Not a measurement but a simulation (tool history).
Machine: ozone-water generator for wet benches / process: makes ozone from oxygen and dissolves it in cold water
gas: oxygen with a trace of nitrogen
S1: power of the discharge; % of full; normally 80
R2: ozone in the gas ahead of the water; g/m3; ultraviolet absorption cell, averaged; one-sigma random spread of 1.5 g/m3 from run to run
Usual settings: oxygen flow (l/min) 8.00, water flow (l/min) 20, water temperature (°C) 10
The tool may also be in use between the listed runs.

{"run": 1, "day": 0.0, "S1": 80, "oxygen flow (l/min)": 8.0, "water flow (l/min)": 20, "water temperature (°C)": 10, "dissolved ozone (ppm)": 46.1, "R2": 287.9}
{"run": 2, "day": 1.517, "S1": 46, "oxygen flow (l/min)": 8.0, "water flow (l/min)": 20, "water temperature (°C)": 10, "dissolved ozone (ppm)": 32.0, "R2": 200.4}
{"run": 3, "day": 2.525, "S1": 42, "oxygen flow (l/min)": 8.0, "water flow (l/min)": 20, "water temperature (°C)": 10, "dissolved ozone (ppm)": 29.7, "R2": 189.6}
{"run": 4, "day": 3.429, "S1": 42, "oxygen flow (l/min)": 13.15, "water flow (l/min)": 20, "water temperature (°C)": 10, "dissolved ozone (ppm)": 31.9, "R2": 161.0}
{"run": 5, "day": 5.104, "S1": 80, "oxygen flow (l/min)": 8.0, "water flow (l/min)": 20, "water temperature (°C)": 10, "dissolved ozone (ppm)": 45.2, "R2": 288.0}
{"run": 6, "day": 6.521, "S1": 80, "oxygen flow (l/min)": 8.0, "water flow (l/min)": 20, "water temperature (°C)": 10, "dissolved ozone (ppm)": 44.9, "R2": 287.4}
{"run": 7, "day": 8.329, "S1": 80, "oxygen flow (l/min)": 8.0, "water flow (l/min)": 20, "water temperature (°C)": 10, "dissolved ozone (ppm)": 45.5, "R2": 287.9}
{"run": 8, "day": 10.046, "S1": 80, "oxygen flow (l/min)": 8.0, "water flow (l/min)": 20, "water temperature (°C)": 10, "dissolved ozone (ppm)": 45.2, "R2": 285.0}
{"run": 9, "day": 10.908, "S1": 86, "oxygen flow (l/min)": 8.0, "water flow (l/min)": 20, "water temperature (°C)": 10, "dissolved ozone (ppm)": 47.6, "R2": 300.6}
{"run": 10, "day": 12.346, "S1": 86, "oxygen flow (l/min)": 8.0, "water flow (l/min)": 20, "water temperature (°C)": 10, "dissolved ozone (ppm)": 47.1, "R2": 300.8}
{"run": 11, "day": 13.508, "S1": 80, "oxygen flow (l/min)": 10.39, "water flow (l/min)": 20, "water temperature (°C)": 10, "dissolved ozone (ppm)": 46.4, "R2": 262.6}
{"run": 12, "day": 14.979, "S1": 80, "oxygen flow (l/min)": 10.39, "water flow (l/min)": 20, "water temperature (°C)": 10, "dissolved ozone (ppm)": 46.5, "R2": 262.7}
{"run": 13, "day": 16.246, "S1": 80, "oxygen flow (l/min)": 10.39, "water flow (l/min)": 20, "water temperature (°C)": 10, "dissolved ozone (ppm)": 46.4, "R2": 261.0}
{"run": 14, "day": 16.992, "S1": 80, "oxygen flow (l/min)": 10.39, "water flow (l/min)": 20, "water temperature (°C)": 10, "dissolved ozone (ppm)": 46.6, "R2": 263.8}
{"day": 17.117, "done": "water thermometer calibrated"}
{"run": 15, "day": 17.788, "S1": 49, "oxygen flow (l/min)": 10.39, "water flow (l/min)": 20, "water temperature (°C)": 10, "dissolved ozone (ppm)": 33.9, "R2": 190.3}
{"run": 16, "day": 19.483, "S1": 49, "oxygen flow (l/min)": 10.39, "water flow (l/min)": 20, "water temperature (°C)": 10, "dissolved ozone (ppm)": 34.4, "R2": 192.6}
{"run": 17, "day": 20.996, "S1": 49, "oxygen flow (l/min)": 10.39, "water flow (l/min)": 20, "water temperature (°C)": 10, "dissolved ozone (ppm)": 34.3, "R2": 188.6}
{"run": 18, "day": 22.429, "S1": 80, "oxygen flow (l/min)": 7.08, "water flow (l/min)": 20, "water temperature (°C)": 10, "dissolved ozone (ppm)": 43.1, "R2": 297.0}
{"run": 19, "day": 23.292, "S1": 94, "oxygen flow (l/min)": 12.66, "water flow (l/min)": 22, "water temperature (°C)": 16, "dissolved ozone (ppm)": 43.5, "R2": 269.1}
{"day": 23.692, "done": "water thermometer calibrated, once more"}
{"run": 20, "day": 24.738, "S1": 45, "oxygen flow (l/min)": 4.32, "water flow (l/min)": 24, "water temperature (°C)": 14, "dissolved ozone (ppm)": 21.3, "R2": 240.0}
{"run": 21, "day": 25.625, "S1": 64, "oxygen flow (l/min)": 4.32, "water flow (l/min)": 24, "water temperature (°C)": 14, "dissolved ozone (ppm)": 26.7, "R2": 298.1}
{"run": 22, "day": 27.246, "S1": 64, "oxygen flow (l/min)": 4.32, "water flow (l/min)": 24, "water temperature (°C)": 14, "dissolved ozone (ppm)": 26.6, "R2": 296.8}
{"run": 23, "day": 28.596, "S1": 80, "oxygen flow (l/min)": 8.0, "water flow (l/min)": 22, "water temperature (°C)": 10, "dissolved ozone (ppm)": 41.4, "R2": 280.0}
{"run": 24, "day": 30.433, "S1": 80, "oxygen flow (l/min)": 7.39, "water flow (l/min)": 13, "water temperature (°C)": 10, "dissolved ozone (ppm)": 60.1, "R2": 289.1}
{"run": 25, "day": 32.217, "S1": 80, "oxygen flow (l/min)": 7.13, "water flow (l/min)": 20, "water temperature (°C)": 6, "dissolved ozone (ppm)": 46.1, "R2": 291.6}
{"run": 26, "day": 33.946, "S1": 80, "oxygen flow (l/min)": 8.0, "water flow (l/min)": 13, "water temperature (°C)": 6, "dissolved ozone (ppm)": 64.9, "R2": 279.9}
{"run": 27, "day": 35.146, "S1": 43, "oxygen flow (l/min)": 8.0, "water flow (l/min)": 13, "water temperature (°C)": 12, "dissolved ozone (ppm)": 39.1, "R2": 191.3}
{"run": 28, "day": 36.283, "S1": 43, "oxygen flow (l/min)": 7.76, "water flow (l/min)": 13, "water temperature (°C)": 12, "dissolved ozone (ppm)": 39.3, "R2": 192.0}
{"run": 29, "day": 37.321, "S1": 80, "oxygen flow (l/min)": 4.95, "water flow (l/min)": 21, "water temperature (°C)": 10, "dissolved ozone (ppm)": 37.8, "R2": 324.2}
{"run": 30, "day": 38.738, "S1": 80, "oxygen flow (l/min)": 4.95, "water flow (l/min)": 21, "water temperature (°C)": 10, "dissolved ozone (ppm)": 37.3, "R2": 326.4}

What will run 31 give?
{"run": 31, "day": 39.633, "S1": 80, "oxygen flow (l/min)": 4.95, "water flow (l/min)": 16, "water temperature (°C)": 10, "dissolved ozone (ppm)": "?", "R2": "?"}

{"run 31": {"dissolved ozone (ppm)": 47.3, "R2": 323.6}}
Were there no unlogged condition in the tool, this run, its random variation unchanged, would have produced dissolved ozone (ppm) 51.3, R2 339.7 g/m3.
